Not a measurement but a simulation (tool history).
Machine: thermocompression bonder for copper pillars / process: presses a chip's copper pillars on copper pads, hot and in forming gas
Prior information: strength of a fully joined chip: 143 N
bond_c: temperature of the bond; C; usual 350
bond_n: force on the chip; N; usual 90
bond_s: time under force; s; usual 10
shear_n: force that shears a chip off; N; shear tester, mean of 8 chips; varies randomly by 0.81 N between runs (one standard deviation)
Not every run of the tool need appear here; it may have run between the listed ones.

Run 1, hour 0.0: usual settings. Result: shear_n 63.4 N.
Run 2, hour 48.7: usual settings. Result: shear_n 64.9 N.
Run 3, hour 93.0: usual settings but bond_n 60 N. Result: shear_n 41.7 N.
Run 4, hour 150.2: usual settings but bond_n 60 N. Result: shear_n 40.7 N.
Run 5, hour 217.7: usual settings. Result: shear_n 61.0 N.
Run 6, hour 270.5: usual settings. Result: shear_n 59.3 N.
Run 7, hour 349.9: usual settings. Result: shear_n 58.7 N.
At hour 384.7: forming gas filter changed.
Run 8, hour 425.0: usual settings. Result: shear_n 61.8 N.
Run 9, hour 495.6: usual settings but bond_n 131 N. Result: shear_n 83.5 N.
Run 10, hour 546.7: usual settings but bond_n 131 N. Result: shear_n 83.6 N.
Run 11, hour 596.9: usual settings but bond_n 131 N. Result: shear_n 81.7 N.
Run 12, hour 651.6: usual settings but bond_n 131 N. Result: shear_n 81.7 N.
Run 13, hour 700.0: usual settings but bond_n 60 N. Result: shear_n 37.9 N.
At hour 707.2: heater calibrated with a thermocouple chip.
At hour 768.2: forming gas filter changed.
Run 14, hour 786.9: usual settings but bond_n 60 N. Result: shear_n 39.1 N.
At hour 834.2: heater calibrated with a thermocouple chip, once more.
Run 15, hour 866.2: usual settings but bond_n 60 N. Result: shear_n 40.6 N.
Run 16, hour 926.9: usual settings but bond_c 362 C, bond_n 60 N. Result: shear_n 44.0 N.
Run 17, hour 994.5: usual settings but bond_c 362 C, bond_n 60 N. Result: shear_n 43.1 N.
Run 18, hour 1038.1: usual settings but bond_c 362 C, bond_n 77 N. Result: shear_n 56.1 N.
Run 19, hour 1081.8: usual settings but bond_c 362 C, bond_n 77 N. Result: shear_n 56.4 N.
Run 20, hour 1149.6: usual settings but bond_c 362 C, bond_n 77 N. Result: shear_n 53.6 N.
At hour 1156.9: forming gas filter changed.
Run 21, hour 1201.1: usual settings but bond_c 376 C, bond_s 11 s. Result: shear_n 73.8 N.
Run 22, hour 1266.4: usual settings but bond_c 323 C, bond_n 109 N, bond_s 25 s. Result: shear_n 80.3 N.
Run 23, hour 1317.6: usual settings but bond_c 371 C, bond_n 115 N, bond_s 13 s. Result: shear_n 92.7 N.
Run 24, hour 1358.1: usual settings but bond_c 338 C, bond_n 94 N. Result: shear_n 56.0 N.
Run 25, hour 1416.4: usual settings but bond_c 377 C, bond_n 130 N, bond_s 27 s. Result: shear_n 116.1 N.
Run 26, hour 1453.4: usual settings but bond_c 377 C, bond_n 130 N, bond_s 27 s. Result: shear_n 113.5 N.
Run 27, hour 1507.0: usual settings but bond_c 340 C, bond_n 131 N, bond_s 7 s. Result: shear_n 65.6 N.
At hour 1543.9: forming gas filter changed.
Run 28, hour 1565.6: usual settings but bond_c 340 C, bond_n 131 N, bond_s 7 s. Result: shear_n 68.7 N.
Run 29, hour 1612.9: usual settings but bond_c 340 C, bond_n 71 N, bond_s 9 s. Result: shear_n 40.4 N.
Run 30, hour 1678.4: usual settings but bond_c 340 C, bond_n 71 N, bond_s 9 s. Result: shear_n 40.6 N.
Run 31, hour 1729.6: usual settings but bond_c 336 C, bond_n 63 N, bond_s 19 s. Result: shear_n 44.9 N.
At hour 1755.3: force cell calibrated.
Run 32, hour 1773.0: usual settings but bond_c 353 C, bond_s 11 s. Result: shear_n 62.4 N.
Run 33, hour 1809.0: usual settings but bond_c 353 C, bond_n 57 N, bond_s 11 s. Result: shear_n 39.6 N.
Run 34, hour 1889.9: usual settings but bond_c 353 C, bond_n 57 N, bond_s 11 s. Result: shear_n 37.9 N.
At hour 1932.3: forming gas filter changed.
Run 35, hour 1942.5: usual settings but bond_c 362 C, bond_n 94 N, bond_s 17 s. Result: shear_n 82.8 N.
Run 36, hour 1987.4: usual settings but bond_c 362 C, bond_n 94 N, bond_s 17 s. Result: shear_n 82.7 N.
Run 37, hour 2031.4: usual settings but bond_c 378 C, bond_n 57 N, bond_s 11 s. Result: shear_n 48.0 N.
Run 38, hour 2080.6: usual settings but bond_c 326 C, bond_n 62 N, bond_s 19 s. Result: shear_n 43.0 N.
Run 39, hour 2158.0: usual settings but bond_c 325 C, bond_n 119 N. Result: shear_n 63.0 N.

Forecast each of these 3 alternatives for the next run:
Run A, hour 2194.8: usual settings but bond_c 376 C, bond_n 119 N. Result: shear_n ?.
Run B, hour 2194.8: usual settings but bond_c 331 C, bond_n 56 N. Result: shear_n ?.
Run C, hour 2194.8: usual settings but bond_c 359 C, bond_n 126 N, bond_s 5 s. Result: shear_n ?.

run  shear_n
  A     84.7
  B     30.1
  C     66.5
With no hidden state in the tool, these same runs would have given:
run  shear_n
  A     92.1
  B     33.7
  C     73.2

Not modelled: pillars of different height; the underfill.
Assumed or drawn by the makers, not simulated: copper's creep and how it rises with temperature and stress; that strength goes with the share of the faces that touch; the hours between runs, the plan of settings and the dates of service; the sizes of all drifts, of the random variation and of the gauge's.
